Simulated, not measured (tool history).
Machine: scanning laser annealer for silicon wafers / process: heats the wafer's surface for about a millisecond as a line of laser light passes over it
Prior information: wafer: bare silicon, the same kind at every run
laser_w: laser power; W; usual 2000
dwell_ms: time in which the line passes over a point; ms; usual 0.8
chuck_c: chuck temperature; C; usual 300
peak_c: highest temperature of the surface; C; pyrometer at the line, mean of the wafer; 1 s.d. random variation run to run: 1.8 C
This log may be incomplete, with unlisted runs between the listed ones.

run	hour	laser_w	dwell_ms	chuck_c	peak_c
1	0	2000	0.8	300	1055
2	50.4	2000	0.8	300	1049
3	98.8	2000	0.644	300	972
4	149	2000	0.644	300	967
5	247	2000	0.714	300	994
6	343.6	2000	0.714	300	990
7	405.3	2000	0.714	300	982
8	450.5	2000	0.643	300	946
9	540.1	2000	0.643	300	939
10	583.2	2000	0.643	300	938
# hour 604.7: window over the wafer cleaned
11	662.9	2000	0.643	300	978
12	725.9	2000	0.643	300	972
13	768.3	2000	0.643	300	967
14	812.8	1779	0.703	300	906
15	874	1715	0.703	317	894
16	966.6	1954	0.871	280	1028
17	1066.8	1954	0.871	308	1047
# hour 1079.9: optics aligned, line set to its width
18	1161.5	1994	0.856	273	1012
19	1251	1994	0.856	273	1006
# hour 1333.8: window over the wafer cleaned
20	1334.5	1994	0.856	273	1051
21	1410	1994	0.856	273	1044
22	1507.2	1994	0.856	273	1041
23	1554.7	1994	0.856	273	1037
# hour 1605.9: optics aligned, line set to its width, once more
24	1641.9	1962	0.668	273	940
25	1684.6	1962	0.668	273	935

Branching from run 25: 4 alternative next runs. What would each branch give?
A	1770	1950	0.725	300	?
B	1770	1874	0.668	324	?
C	1770	1962	0.668	295	?
D	1770	2070	0.839	295	?

run	peak_c
A	982
B	947
C	954
D	1083
What these runs would have given with no unlogged condition in the tool:
run	peak_c
A	1003
B	966
C	974
D	1107

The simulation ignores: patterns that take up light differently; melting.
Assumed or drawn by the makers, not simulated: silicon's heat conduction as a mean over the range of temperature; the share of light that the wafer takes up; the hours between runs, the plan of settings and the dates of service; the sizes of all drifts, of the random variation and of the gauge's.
